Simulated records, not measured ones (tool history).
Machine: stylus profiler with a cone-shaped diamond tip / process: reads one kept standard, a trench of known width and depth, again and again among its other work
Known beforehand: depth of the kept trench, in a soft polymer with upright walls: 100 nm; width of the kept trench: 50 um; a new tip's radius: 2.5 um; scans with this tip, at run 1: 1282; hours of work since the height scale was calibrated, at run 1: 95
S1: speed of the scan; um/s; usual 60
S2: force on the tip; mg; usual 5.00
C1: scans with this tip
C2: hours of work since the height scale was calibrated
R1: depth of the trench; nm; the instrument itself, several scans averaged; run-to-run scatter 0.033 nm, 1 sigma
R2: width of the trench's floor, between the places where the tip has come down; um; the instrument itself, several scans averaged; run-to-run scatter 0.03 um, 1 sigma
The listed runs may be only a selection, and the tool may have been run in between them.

{"run": 1, "day": 0.0, "S1": 60, "S2": 5.0, "C1": 1282, "C2": 95, "R1": 102.46, "R2": 48.35}
{"run": 2, "day": 0.45, "S1": 60, "S2": 1.68, "C1": 1387, "C2": 103, "R1": 101.23, "R2": 48.16}
{"run": 3, "day": 0.8, "S1": 60, "S2": 1.68, "C1": 1468, "C2": 109, "R1": 101.23, "R2": 48.16}
{"run": 4, "day": 1.375, "S1": 60, "S2": 1.68, "C1": 1601, "C2": 119, "R1": 101.21, "R2": 48.18}
{"run": 5, "day": 1.658, "S1": 60, "S2": 3.06, "C1": 1667, "C2": 124, "R1": 101.78, "R2": 48.31}
{"run": 6, "day": 1.946, "S1": 60, "S2": 3.06, "C1": 1733, "C2": 129, "R1": 101.79, "R2": 48.31}
{"run": 7, "day": 2.438, "S1": 60, "S2": 5.0, "C1": 1847, "C2": 137, "R1": 102.46, "R2": 48.25}
{"run": 8, "day": 2.729, "S1": 60, "S2": 5.0, "C1": 1915, "C2": 142, "R1": 102.42, "R2": 48.32}
{"run": 9, "day": 3.125, "S1": 60, "S2": 5.0, "C1": 2007, "C2": 149, "R1": 102.47, "R2": 48.31}
{"run": 10, "day": 3.396, "S1": 60, "S2": 3.91, "C1": 2070, "C2": 154, "R1": 102.17, "R2": 48.26}
{"run": 11, "day": 4.008, "S1": 60, "S2": 2.34, "C1": 2212, "C2": 164, "R1": 101.48, "R2": 48.19}
{"run": 12, "day": 4.296, "S1": 60, "S2": 2.34, "C1": 2278, "C2": 169, "R1": 101.57, "R2": 48.18}
{"run": 13, "day": 4.825, "S1": 60, "S2": 2.34, "C1": 2400, "C2": 178, "R1": 101.52, "R2": 48.18}
{"run": 14, "day": 5.108, "S1": 60, "S2": 2.34, "C1": 2467, "C2": 183, "R1": 101.5, "R2": 48.2}
{"run": 15, "day": 5.55, "S1": 60, "S2": 2.34, "C1": 2569, "C2": 191, "R1": 101.58, "R2": 48.17}
{"run": 16, "day": 6.183, "S1": 60, "S2": 9.0, "C1": 2715, "C2": 202, "R1": 103.64, "R2": 48.32}
{"run": 17, "day": 6.725, "S1": 60, "S2": 9.0, "C1": 2841, "C2": 211, "R1": 103.57, "R2": 48.31}
{"run": 18, "day": 7.233, "S1": 60, "S2": 9.0, "C1": 2959, "C2": 220, "R1": 103.6, "R2": 48.34}
{"run": 19, "day": 7.729, "S1": 60, "S2": 2.73, "C1": 3074, "C2": 228, "R1": 101.7, "R2": 48.12}
{"run": 20, "day": 8.004, "S1": 60, "S2": 2.73, "C1": 3138, "C2": 233, "R1": 101.69, "R2": 48.21}
{"run": 21, "day": 8.379, "S1": 60, "S2": 2.73, "C1": 3225, "C2": 239, "R1": 101.69, "R2": 48.17}
{"run": 22, "day": 8.654, "S1": 60, "S2": 5.0, "C1": 3289, "C2": 244, "R1": 102.49, "R2": 48.26}
{"run": 23, "day": 9.254, "S1": 60, "S2": 5.0, "C1": 3428, "C2": 254, "R1": 102.46, "R2": 48.26}
{"run": 24, "day": 9.55, "S1": 71, "S2": 5.0, "C1": 3497, "C2": 260, "R1": 102.52, "R2": 48.21}
{"run": 25, "day": 9.921, "S1": 166, "S2": 13.56, "C1": 3583, "C2": 266, "R1": 104.77, "R2": 48.1}
{"run": 26, "day": 10.417, "S1": 156, "S2": 6.25, "C1": 3697, "C2": 274, "R1": 102.86, "R2": 47.89}
{"run": 27, "day": 10.875, "S1": 16, "S2": 6.93, "C1": 3803, "C2": 282, "R1": 103.01, "R2": 48.43}
{"run": 28, "day": 11.342, "S1": 16, "S2": 11.08, "C1": 3912, "C2": 290, "R1": 104.19, "R2": 48.46}
{"run": 29, "day": 11.729, "S1": 125, "S2": 5.77, "C1": 4002, "C2": 297, "R1": 102.78, "R2": 48.05}
{"run": 30, "day": 12.062, "S1": 125, "S2": 2.0, "C1": 4079, "C2": 303, "R1": 101.35, "R2": 47.75}
{"run": 31, "day": 12.671, "S1": 23, "S2": 2.12, "C1": 4220, "C2": 313, "R1": 101.44, "R2": 48.33}
{"run": 32, "day": 13.146, "S1": 60, "S2": 3.55, "C1": 4330, "C2": 321, "R1": 101.95, "R2": 48.16}
{"run": 33, "day": 13.425, "S1": 31, "S2": 6.11, "C1": 4394, "C2": 326, "R1": 102.85, "R2": 48.31}
{"run": 34, "day": 14.004, "S1": 73, "S2": 2.17, "C1": 4529, "C2": 336, "R1": 101.46, "R2": 48.01}
{"run": 35, "day": 14.525, "S1": 62, "S2": 5.06, "C1": 4649, "C2": 345, "R1": 102.51, "R2": 48.21}
{"run": 36, "day": 14.967, "S1": 20, "S2": 3.56, "C1": 4752, "C2": 353, "R1": 102.04, "R2": 48.35}
{"run": 37, "day": 15.312, "S1": 81, "S2": 9.26, "C1": 4832, "C2": 359, "R1": 103.67, "R2": 48.18}
{"run": 38, "day": 15.758, "S1": 71, "S2": 1.86, "C1": 4935, "C2": 366, "R1": 101.34, "R2": 48.0}
{"run": 39, "day": 16.317, "S1": 67, "S2": 4.86, "C1": 5065, "C2": 376, "R1": 102.41, "R2": 48.14}
{"run": 40, "day": 16.738, "S1": 102, "S2": 5.0, "C1": 5162, "C2": 383, "R1": 102.51, "R2": 47.97}
{"run": 41, "day": 17.017, "S1": 228, "S2": 12.25, "C1": 5228, "C2": 388, "R1": 104.47, "R2": 47.83}
{"run": 42, "day": 17.488, "S1": 90, "S2": 2.07, "C1": 5336, "C2": 396, "R1": 101.43, "R2": 47.93}
{"run": 43, "day": 18.1, "S1": 67, "S2": 4.34, "C1": 5479, "C2": 407, "R1": 102.28, "R2": 48.17}
{"run": 44, "day": 18.729, "S1": 110, "S2": 8.62, "C1": 5625, "C2": 417, "R1": 103.53, "R2": 48.1}
{"run": 45, "day": 19.15, "S1": 112, "S2": 7.19, "C1": 5722, "C2": 425, "R1": 103.11, "R2": 48.02}
{"run": 46, "day": 19.679, "S1": 112, "S2": 7.19, "C1": 5844, "C2": 434, "R1": 103.15, "R2": 48.03}

Predict each of these 4 candidate next runs independently; none follows another, all start after run 46:
{"run": "A", "day": 20.0, "S1": 28, "S2": 6.19, "C1": 5919, "C2": 439, "R1": "?", "R2": "?"}
{"run": "B", "day": 20.0, "S1": 29, "S2": 3.03, "C1": 5919, "C2": 439, "R1": "?", "R2": "?"}
{"run": "C", "day": 20.0, "S1": 18, "S2": 1.81, "C1": 5919, "C2": 439, "R1": "?", "R2": "?"}
{"run": "D", "day": 20.0, "S1": 176, "S2": 5.79, "C1": 5919, "C2": 439, "R1": "?", "R2": "?"}

run=A R1=102.87 R2=48.28
run=B R1=101.84 R2=48.25
run=C R1=101.33 R2=48.32
run=D R1=102.84 R2=47.80
With the hidden condition removed and each run's random variation left untouched, the same runs would have given:
run=A R1=102.72 R2=48.49
run=B R1=101.69 R2=48.47
run=C R1=101.18 R2=48.53
run=D R1=102.69 R2=48.01
